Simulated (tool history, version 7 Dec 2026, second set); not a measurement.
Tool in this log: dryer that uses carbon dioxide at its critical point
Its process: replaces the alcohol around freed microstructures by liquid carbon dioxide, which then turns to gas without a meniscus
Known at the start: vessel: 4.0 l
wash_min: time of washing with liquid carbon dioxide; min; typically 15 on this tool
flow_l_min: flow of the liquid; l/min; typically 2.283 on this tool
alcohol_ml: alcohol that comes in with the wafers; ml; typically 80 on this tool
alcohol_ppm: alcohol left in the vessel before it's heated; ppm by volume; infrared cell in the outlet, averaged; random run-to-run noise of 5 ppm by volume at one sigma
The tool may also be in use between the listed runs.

{"run": 1, "day": 0.0, "wash_min": 15, "flow_l_min": 2.283, "alcohol_ml": 80, "alcohol_ppm": 136}
{"run": 2, "day": 0.758, "wash_min": 15, "flow_l_min": 2.283, "alcohol_ml": 80, "alcohol_ppm": 133}
{"run": 3, "day": 2.171, "wash_min": 15, "flow_l_min": 2.283, "alcohol_ml": 80, "alcohol_ppm": 138}
{"run": 4, "day": 2.829, "wash_min": 15, "flow_l_min": 2.283, "alcohol_ml": 80, "alcohol_ppm": 144}
{"run": 5, "day": 3.871, "wash_min": 10, "flow_l_min": 2.283, "alcohol_ml": 80, "alcohol_ppm": 328}
{"run": 6, "day": 4.529, "wash_min": 15, "flow_l_min": 2.283, "alcohol_ml": 116, "alcohol_ppm": 165}
{"run": 7, "day": 5.804, "wash_min": 15, "flow_l_min": 2.283, "alcohol_ml": 80, "alcohol_ppm": 155}
{"run": 8, "day": 7.338, "wash_min": 15, "flow_l_min": 2.283, "alcohol_ml": 80, "alcohol_ppm": 174}
{"run": 9, "day": 8.125, "wash_min": 15, "flow_l_min": 2.283, "alcohol_ml": 80, "alcohol_ppm": 180}
{"day": 8.517, "done": "inlet filter changed"}
{"run": 10, "day": 9.483, "wash_min": 15, "flow_l_min": 2.283, "alcohol_ml": 80, "alcohol_ppm": 181}
{"run": 11, "day": 10.4, "wash_min": 15, "flow_l_min": 2.283, "alcohol_ml": 80, "alcohol_ppm": 184}
{"run": 12, "day": 11.588, "wash_min": 15, "flow_l_min": 2.283, "alcohol_ml": 80, "alcohol_ppm": 183}
{"run": 13, "day": 13.171, "wash_min": 15, "flow_l_min": 2.283, "alcohol_ml": 80, "alcohol_ppm": 200}
{"run": 14, "day": 13.846, "wash_min": 15, "flow_l_min": 2.283, "alcohol_ml": 80, "alcohol_ppm": 194}
{"run": 15, "day": 14.638, "wash_min": 15, "flow_l_min": 2.283, "alcohol_ml": 80, "alcohol_ppm": 200}
{"run": 16, "day": 15.692, "wash_min": 15, "flow_l_min": 2.283, "alcohol_ml": 80, "alcohol_ppm": 217}
{"day": 15.967, "done": "purifier's bed changed"}
{"run": 17, "day": 17.208, "wash_min": 18, "flow_l_min": 2.283, "alcohol_ml": 80, "alcohol_ppm": 12}
{"run": 18, "day": 18.612, "wash_min": 18, "flow_l_min": 2.283, "alcohol_ml": 80, "alcohol_ppm": 24}
{"run": 19, "day": 19.554, "wash_min": 15, "flow_l_min": 2.283, "alcohol_ml": 80, "alcohol_ppm": 45}
{"run": 20, "day": 20.292, "wash_min": 15, "flow_l_min": 2.283, "alcohol_ml": 80, "alcohol_ppm": 46}
{"run": 21, "day": 21.704, "wash_min": 15, "flow_l_min": 2.283, "alcohol_ml": 80, "alcohol_ppm": 58}
{"day": 22.896, "done": "inlet filter changed"}
{"run": 22, "day": 23.046, "wash_min": 15, "flow_l_min": 2.283, "alcohol_ml": 80, "alcohol_ppm": 54}
{"run": 23, "day": 24.404, "wash_min": 15, "flow_l_min": 1.76, "alcohol_ml": 80, "alcohol_ppm": 114}
{"run": 24, "day": 25.221, "wash_min": 15, "flow_l_min": 1.76, "alcohol_ml": 80, "alcohol_ppm": 115}
{"run": 25, "day": 26.192, "wash_min": 14, "flow_l_min": 1.74, "alcohol_ml": 66, "alcohol_ppm": 152}
{"run": 26, "day": 27.325, "wash_min": 21, "flow_l_min": 2.71, "alcohol_ml": 71, "alcohol_ppm": 61}
{"run": 27, "day": 28.6, "wash_min": 21, "flow_l_min": 2.71, "alcohol_ml": 71, "alcohol_ppm": 60}
{"run": 28, "day": 29.629, "wash_min": 21, "flow_l_min": 2.71, "alcohol_ml": 71, "alcohol_ppm": 65}
{"run": 29, "day": 30.317, "wash_min": 19, "flow_l_min": 1.74, "alcohol_ml": 71, "alcohol_ppm": 93}
{"run": 30, "day": 31.821, "wash_min": 19, "flow_l_min": 1.74, "alcohol_ml": 71, "alcohol_ppm": 95}
{"run": 31, "day": 33.179, "wash_min": 21, "flow_l_min": 3.19, "alcohol_ml": 76, "alcohol_ppm": 86}
{"run": 32, "day": 34.692, "wash_min": 21, "flow_l_min": 3.19, "alcohol_ml": 76, "alcohol_ppm": 100}
{"run": 33, "day": 35.383, "wash_min": 23, "flow_l_min": 1.87, "alcohol_ml": 25, "alcohol_ppm": 91}
{"run": 34, "day": 36.217, "wash_min": 15, "flow_l_min": 2.283, "alcohol_ml": 97, "alcohol_ppm": 125}
{"day": 37.133, "done": "inlet filter changed"}
{"run": 35, "day": 37.492, "wash_min": 15, "flow_l_min": 2.283, "alcohol_ml": 91, "alcohol_ppm": 126}
{"run": 36, "day": 38.892, "wash_min": 15, "flow_l_min": 2.283, "alcohol_ml": 91, "alcohol_ppm": 126}
{"run": 37, "day": 40.092, "wash_min": 15, "flow_l_min": 2.283, "alcohol_ml": 91, "alcohol_ppm": 148}
{"run": 38, "day": 41.425, "wash_min": 23, "flow_l_min": 2.283, "alcohol_ml": 47, "alcohol_ppm": 127}
{"run": 39, "day": 42.446, "wash_min": 15, "flow_l_min": 2.41, "alcohol_ml": 33, "alcohol_ppm": 135}
{"run": 40, "day": 43.175, "wash_min": 15, "flow_l_min": 2.26, "alcohol_ml": 35, "alcohol_ppm": 138}
{"run": 41, "day": 44.321, "wash_min": 15, "flow_l_min": 2.26, "alcohol_ml": 35, "alcohol_ppm": 149}
{"run": 42, "day": 45.792, "wash_min": 15, "flow_l_min": 2.26, "alcohol_ml": 35, "alcohol_ppm": 154}
{"run": 43, "day": 46.525, "wash_min": 15, "flow_l_min": 2.26, "alcohol_ml": 35, "alcohol_ppm": 148}
{"run": 44, "day": 47.2, "wash_min": 15, "flow_l_min": 2.26, "alcohol_ml": 35, "alcohol_ppm": 163}
{"run": 45, "day": 48.371, "wash_min": 17, "flow_l_min": 1.56, "alcohol_ml": 27, "alcohol_ppm": 186}
{"run": 46, "day": 49.388, "wash_min": 14, "flow_l_min": 3.47, "alcohol_ml": 27, "alcohol_ppm": 163}
{"run": 47, "day": 50.512, "wash_min": 13, "flow_l_min": 3.47, "alcohol_ml": 34, "alcohol_ppm": 173}

What if the next run were any one of these 3? Each begins from the tool's condition after run 47:
{"run": "A", "day": 51.279, "wash_min": 9, "flow_l_min": 1.74, "alcohol_ml": 92, "alcohol_ppm": "?"}
{"run": "B", "day": 51.279, "wash_min": 19, "flow_l_min": 1.44, "alcohol_ml": 25, "alcohol_ppm": "?"}
{"run": "C", "day": 51.279, "wash_min": 15, "flow_l_min": 2.7, "alcohol_ml": 80, "alcohol_ppm": "?"}

run=A alcohol_ppm=1138
run=B alcohol_ppm=194
run=C alcohol_ppm=181
What these runs would have given with no unlogged condition in the tool:
run=A alcohol_ppm=799
run=B alcohol_ppm=18
run=C alcohol_ppm=12

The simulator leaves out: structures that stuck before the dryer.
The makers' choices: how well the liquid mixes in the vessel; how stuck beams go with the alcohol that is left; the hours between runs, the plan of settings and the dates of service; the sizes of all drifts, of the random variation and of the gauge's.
